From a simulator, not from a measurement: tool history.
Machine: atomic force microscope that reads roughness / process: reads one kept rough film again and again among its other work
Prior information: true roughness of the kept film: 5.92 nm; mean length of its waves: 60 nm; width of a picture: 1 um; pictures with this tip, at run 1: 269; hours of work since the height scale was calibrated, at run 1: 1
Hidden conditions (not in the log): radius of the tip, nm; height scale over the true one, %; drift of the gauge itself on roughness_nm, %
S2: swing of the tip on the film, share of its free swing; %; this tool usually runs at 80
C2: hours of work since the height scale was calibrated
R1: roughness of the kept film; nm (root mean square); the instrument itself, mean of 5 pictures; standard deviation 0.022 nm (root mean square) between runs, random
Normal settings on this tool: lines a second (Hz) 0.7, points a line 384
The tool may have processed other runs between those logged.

{"run": 1, "hour": 0.0, "lines a second (Hz)": 0.7, "S2": 80, "points a line": 384, "pictures with this tip": 269, "C2": 1, "R1": 5.067}
{"run": 2, "hour": 10.8, "lines a second (Hz)": 0.7, "S2": 80, "points a line": 384, "pictures with this tip": 281, "C2": 8, "R1": 5.065}
{"run": 3, "hour": 19.9, "lines a second (Hz)": 0.7, "S2": 65, "points a line": 384, "pictures with this tip": 291, "C2": 14, "R1": 5.254}
{"run": 4, "hour": 26.9, "lines a second (Hz)": 0.7, "S2": 65, "points a line": 384, "pictures with this tip": 298, "C2": 19, "R1": 5.272}
{"hour": 29.3, "done": "new tip fitted"}
{"run": 5, "hour": 36.7, "lines a second (Hz)": 2.227, "S2": 65, "points a line": 384, "pictures with this tip": 8, "C2": 25, "R1": 5.157}
{"run": 6, "hour": 45.0, "lines a second (Hz)": 2.227, "S2": 65, "points a line": 384, "pictures with this tip": 17, "C2": 30, "R1": 5.131}
{"run": 7, "hour": 51.5, "lines a second (Hz)": 0.779, "S2": 65, "points a line": 384, "pictures with this tip": 24, "C2": 34, "R1": 5.468}
{"run": 8, "hour": 62.4, "lines a second (Hz)": 0.779, "S2": 65, "points a line": 384, "pictures with this tip": 36, "C2": 41, "R1": 5.44}
{"run": 9, "hour": 73.6, "lines a second (Hz)": 0.779, "S2": 65, "points a line": 384, "pictures with this tip": 48, "C2": 48, "R1": 5.484}
{"run": 10, "hour": 79.4, "lines a second (Hz)": 0.779, "S2": 65, "points a line": 384, "pictures with this tip": 54, "C2": 52, "R1": 5.445}
{"run": 11, "hour": 88.2, "lines a second (Hz)": 0.7, "S2": 80, "points a line": 571, "pictures with this tip": 63, "C2": 58, "R1": 5.258}
{"run": 12, "hour": 95.4, "lines a second (Hz)": 0.7, "S2": 80, "points a line": 571, "pictures with this tip": 71, "C2": 62, "R1": 5.206}
{"run": 13, "hour": 100.1, "lines a second (Hz)": 0.7, "S2": 80, "points a line": 571, "pictures with this tip": 76, "C2": 65, "R1": 5.215}
{"run": 14, "hour": 110.9, "lines a second (Hz)": 0.7, "S2": 80, "points a line": 571, "pictures with this tip": 88, "C2": 72, "R1": 5.198}
{"run": 15, "hour": 115.6, "lines a second (Hz)": 0.7, "S2": 80, "points a line": 571, "pictures with this tip": 93, "C2": 75, "R1": 5.222}
{"run": 16, "hour": 125.6, "lines a second (Hz)": 0.7, "S2": 80, "points a line": 571, "pictures with this tip": 103, "C2": 82, "R1": 5.16}
{"run": 17, "hour": 130.8, "lines a second (Hz)": 0.7, "S2": 80, "points a line": 571, "pictures with this tip": 109, "C2": 85, "R1": 5.234}
{"run": 18, "hour": 138.1, "lines a second (Hz)": 0.7, "S2": 80, "points a line": 571, "pictures with this tip": 117, "C2": 90, "R1": 5.207}
{"hour": 140.2, "done": "height scale calibrated on a step standard"}
{"run": 19, "hour": 147.0, "lines a second (Hz)": 2.078, "S2": 60, "points a line": 976, "pictures with this tip": 125, "C2": 4, "R1": 5.239}
{"run": 20, "hour": 155.0, "lines a second (Hz)": 2.078, "S2": 60, "points a line": 976, "pictures with this tip": 134, "C2": 10, "R1": 5.19}
{"run": 21, "hour": 161.4, "lines a second (Hz)": 2.902, "S2": 56, "points a line": 330, "pictures with this tip": 141, "C2": 14, "R1": 5.234}
{"run": 22, "hour": 172.9, "lines a second (Hz)": 2.85, "S2": 61, "points a line": 378, "pictures with this tip": 153, "C2": 21, "R1": 4.987}
{"run": 23, "hour": 182.2, "lines a second (Hz)": 0.7, "S2": 68, "points a line": 792, "pictures with this tip": 163, "C2": 27, "R1": 5.406}
{"run": 24, "hour": 192.9, "lines a second (Hz)": 3.093, "S2": 80, "points a line": 358, "pictures with this tip": 174, "C2": 34, "R1": 4.111}
{"hour": 197.4, "done": "height scale calibrated on a step standard, once more"}
{"run": 25, "hour": 202.9, "lines a second (Hz)": 3.093, "S2": 80, "points a line": 358, "pictures with this tip": 184, "C2": 4, "R1": 4.117}
{"run": 26, "hour": 212.3, "lines a second (Hz)": 3.093, "S2": 80, "points a line": 358, "pictures with this tip": 194, "C2": 10, "R1": 4.128}
{"run": 27, "hour": 221.6, "lines a second (Hz)": 3.093, "S2": 80, "points a line": 358, "pictures with this tip": 204, "C2": 16, "R1": 4.114}
{"run": 28, "hour": 231.7, "lines a second (Hz)": 3.093, "S2": 80, "points a line": 358, "pictures with this tip": 215, "C2": 22, "R1": 4.111}
{"run": 29, "hour": 239.4, "lines a second (Hz)": 3.093, "S2": 80, "points a line": 358, "pictures with this tip": 223, "C2": 27, "R1": 4.095}
{"run": 30, "hour": 248.9, "lines a second (Hz)": 0.7, "S2": 78, "points a line": 384, "pictures with this tip": 233, "C2": 33, "R1": 5.164}
{"run": 31, "hour": 259.9, "lines a second (Hz)": 0.7, "S2": 78, "points a line": 384, "pictures with this tip": 245, "C2": 40, "R1": 5.165}
{"run": 32, "hour": 270.6, "lines a second (Hz)": 1.92, "S2": 78, "points a line": 723, "pictures with this tip": 257, "C2": 47, "R1": 4.626}
{"run": 33, "hour": 279.3, "lines a second (Hz)": 1.92, "S2": 78, "points a line": 723, "pictures with this tip": 266, "C2": 53, "R1": 4.583}
{"run": 34, "hour": 289.0, "lines a second (Hz)": 0.7, "S2": 62, "points a line": 384, "pictures with this tip": 276, "C2": 59, "R1": 5.328}
{"run": 35, "hour": 298.7, "lines a second (Hz)": 0.51, "S2": 60, "points a line": 730, "pictures with this tip": 287, "C2": 65, "R1": 5.399}

Here are 5 independent what-if runs from the current tool condition. What would each one return?
{"run": "A", "hour": 307.4, "lines a second (Hz)": 0.51, "S2": 60, "points a line": 484, "pictures with this tip": 296, "C2": 71, "R1": "?"}
{"run": "B", "hour": 307.4, "lines a second (Hz)": 0.877, "S2": 80, "points a line": 585, "pictures with this tip": 296, "C2": 71, "R1": "?"}
{"run": "C", "hour": 307.4, "lines a second (Hz)": 1.003, "S2": 60, "points a line": 730, "pictures with this tip": 296, "C2": 71, "R1": "?"}
{"run": "D", "hour": 307.4, "lines a second (Hz)": 0.577, "S2": 80, "points a line": 384, "pictures with this tip": 296, "C2": 71, "R1": "?"}
{"run": "E", "hour": 307.4, "lines a second (Hz)": 0.734, "S2": 79, "points a line": 339, "pictures with this tip": 296, "C2": 71, "R1": "?"}

run=A R1=5.414
run=B R1=4.977
run=C R1=5.29
run=D R1=5.142
run=E R1=5.08
What these runs would have given with no unlogged condition in the tool:
run=A R1=5.665
run=B R1=5.209
run=C R1=5.536
run=D R1=5.381
run=E R1=5.317

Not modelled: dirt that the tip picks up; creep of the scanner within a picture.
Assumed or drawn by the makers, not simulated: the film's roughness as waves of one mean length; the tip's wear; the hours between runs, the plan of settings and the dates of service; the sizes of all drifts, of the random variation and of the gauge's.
